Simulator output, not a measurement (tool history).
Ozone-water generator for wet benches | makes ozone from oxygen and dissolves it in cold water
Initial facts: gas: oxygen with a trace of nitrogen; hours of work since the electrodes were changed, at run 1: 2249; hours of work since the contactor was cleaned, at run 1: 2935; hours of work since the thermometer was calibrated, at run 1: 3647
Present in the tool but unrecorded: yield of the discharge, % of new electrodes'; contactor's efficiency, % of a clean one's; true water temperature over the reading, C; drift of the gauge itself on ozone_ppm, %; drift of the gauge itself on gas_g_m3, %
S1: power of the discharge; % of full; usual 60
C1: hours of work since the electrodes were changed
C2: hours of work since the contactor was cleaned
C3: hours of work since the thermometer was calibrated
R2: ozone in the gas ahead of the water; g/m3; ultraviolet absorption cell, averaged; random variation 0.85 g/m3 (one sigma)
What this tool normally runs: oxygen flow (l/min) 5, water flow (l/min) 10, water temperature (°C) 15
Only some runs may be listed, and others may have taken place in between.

Run 1, hour 0: usual settings; C1 2249; C2 2935; C3 3647. Result: dissolved ozone (ppm) 19.3, R2 134.6 g/m3.
Run 2, hour 67.7: usual settings; C1 2310; C2 2997; C3 3708. Result: dissolved ozone (ppm) 19.2, R2 133.5 g/m3.
Run 3, hour 119.3: usual settings but S1 72 % of full; C1 2357; C2 3044; C3 3755. Result: dissolved ozone (ppm) 21, R2 144.8 g/m3.
Run 4, hour 213.6: usual settings but water flow (l/min) 14; C1 2442; C2 3129; C3 3841. Result: dissolved ozone (ppm) 15.2, R2 133.1 g/m3.
At hour 275.3: contactor cleaned.
Run 5, hour 300.2: usual settings but water flow (l/min) 14; C1 2517; C2 23; C3 3916. Result: dissolved ozone (ppm) 15.2, R2 132.3 g/m3.
Run 6, hour 412.6: usual settings; C1 2619; C2 125; C3 4018. Result: dissolved ozone (ppm) 18.5, R2 132.7 g/m3.
Run 7, hour 462.6: usual settings; C1 2664; C2 170; C3 4063. Result: dissolved ozone (ppm) 18.7, R2 132.4 g/m3.
Run 8, hour 511.3: usual settings; C1 2709; C2 214; C3 4107. Result: dissolved ozone (ppm) 18.6, R2 130.9 g/m3.
Run 9, hour 587.9: usual settings; C1 2778; C2 283; C3 4176. Result: dissolved ozone (ppm) 18.7, R2 131.9 g/m3.
Run 10, hour 660.8: usual settings but S1 81 % of full; C1 2844; C2 350; C3 4243. Result: dissolved ozone (ppm) 21.3, R2 155 g/m3.
At hour 705.7: contactor cleaned, once more.
Run 11, hour 758.7: usual settings but S1 81 % of full; C1 2929; C2 48; C3 4328. Result: dissolved ozone (ppm) 23.7, R2 154.5 g/m3.
Run 12, hour 842: usual settings but S1 81 % of full; C1 3005; C2 124; C3 4403. Result: dissolved ozone (ppm) 23.5, R2 153 g/m3.
Run 13, hour 928.1: usual settings; C1 3083; C2 202; C3 4481. Result: dissolved ozone (ppm) 20, R2 131.7 g/m3.
Run 14, hour 1033.2: usual settings; C1 3178; C2 297; C3 4577. Result: dissolved ozone (ppm) 19.7, R2 133 g/m3.
Run 15, hour 1123.1: usual settings; C1 3260; C2 378; C3 4658. Result: dissolved ozone (ppm) 19.6, R2 129.9 g/m3.
Run 16, hour 1194.3: usual settings; C1 3324; C2 443; C3 4723. Result: dissolved ozone (ppm) 19.9, R2 131 g/m3.
Run 17, hour 1257.7: usual settings; C1 3382; C2 500; C3 4780. Result: dissolved ozone (ppm) 19.9, R2 131.2 g/m3.
Run 18, hour 1322.2: usual settings; C1 3440; C2 559; C3 4838. Result: dissolved ozone (ppm) 19.7, R2 130.4 g/m3.
Run 19, hour 1385.1: usual settings but oxygen flow (l/min) 8.08; C1 3497; C2 616; C3 4896. Result: dissolved ozone (ppm) 19.2, R2 108.5 g/m3.
Run 20, hour 1454: usual settings but S1 66 % of full, oxygen flow (l/min) 5.82, water flow (l/min) 13, water temperature (°C) 8; C1 3560; C2 678; C3 4958. Result: dissolved ozone (ppm) 19.9, R2 128.3 g/m3.
Run 21, hour 1502.1: usual settings but S1 75 % of full, oxygen flow (l/min) 6.91; C1 3603; C2 722; C3 5002. Result: dissolved ozone (ppm) 22.1, R2 129.1 g/m3.
Run 22, hour 1619.5: usual settings but S1 46 % of full; C1 3710; C2 828; C3 5108. Result: dissolved ozone (ppm) 17.1, R2 112.3 g/m3.
Run 23, hour 1727.3: usual settings but S1 90 % of full, oxygen flow (l/min) 2.99, water temperature (°C) 8; C1 3807; C2 926; C3 5206. Result: dissolved ozone (ppm) 25, R2 192.8 g/m3.
Run 24, hour 1824.4: usual settings but S1 41 % of full, oxygen flow (l/min) 8.14, water flow (l/min) 7; C1 3895; C2 1014; C3 5294. Result: dissolved ozone (ppm) 18.5, R2 89 g/m3.
Run 25, hour 1881.4: usual settings but S1 41 % of full, oxygen flow (l/min) 8.14, water flow (l/min) 7, water temperature (°C) 8; C1 3947; C2 1066; C3 5345. Result: dissolved ozone (ppm) 21.7, R2 89.7 g/m3.
Run 26, hour 1932.3: usual settings but oxygen flow (l/min) 6.3, water flow (l/min) 12, water temperature (°C) 21; C1 3993; C2 1112; C3 5392. Result: dissolved ozone (ppm) 15.5, R2 117.5 g/m3.
Run 27, hour 2034.6: usual settings but S1 67 % of full, oxygen flow (l/min) 2.68, water flow (l/min) 14, water temperature (°C) 7; C1 4086; C2 1205; C3 5484. Result: dissolved ozone (ppm) 15.7, R2 173.8 g/m3.
Run 28, hour 2086.8: usual settings but S1 67 % of full, oxygen flow (l/min) 7.34, water flow (l/min) 8, water temperature (°C) 19; C1 4133; C2 1252; C3 5532. Result: dissolved ozone (ppm) 20.6, R2 118.4 g/m3.
Run 29, hour 2143: usual settings but S1 67 % of full, oxygen flow (l/min) 5.83, water flow (l/min) 8; C1 4184; C2 1303; C3 5583. Result: dissolved ozone (ppm) 22.6, R2 128.1 g/m3.
Run 30, hour 2220.4: usual settings but S1 68 % of full, water temperature (°C) 7; C1 4254; C2 1373; C3 5653. Result: dissolved ozone (ppm) 23.5, R2 137.5 g/m3.
Run 31, hour 2304.9: usual settings but S1 51 % of full, oxygen flow (l/min) 2.53, water flow (l/min) 12, water temperature (°C) 13; C1 4331; C2 1450; C3 5729. Result: dissolved ozone (ppm) 14.3, R2 152.6 g/m3.
Run 32, hour 2393: usual settings but S1 78 % of full, oxygen flow (l/min) 4.24, water flow (l/min) 12, water temperature (°C) 13; C1 4411; C2 1530; C3 5809. Result: dissolved ozone (ppm) 19.8, R2 153.8 g/m3.

Branching from run 32: 3 alternative next runs. What would each branch give?
At hour 2402.4: water thermometer calibrated.
Run A, hour 2479.9: usual settings but S1 78 % of full, oxygen flow (l/min) 5.84, water flow (l/min) 7, water temperature (°C) 8; C1 4489; C2 1608; C3 70. Result: dissolved ozone (ppm) ?, R2 ?.
At hour 2402.4: water thermometer calibrated.
Run B, hour 2479.9: usual settings but S1 49 % of full, oxygen flow (l/min) 6.25, water temperature (°C) 16; C1 4489; C2 1608; C3 70. Result: dissolved ozone (ppm) ?, R2 ?.
At hour 2402.4: water thermometer calibrated.
Run C, hour 2479.9: usual settings but S1 83 % of full, water temperature (°C) 22; C1 4489; C2 1608; C3 70. Result: dissolved ozone (ppm) ?, R2 ?.

run  dissolved ozone (ppm)     R2
  A                   30.4  137.3
  B                   16.9  107.1
  C                   19.5    151
Had the tool no hidden state, the same runs would have come out as:
run  dissolved ozone (ppm)     R2
  A                   33.8  148.7
  B                   18.6    114
  C                   21.8    164
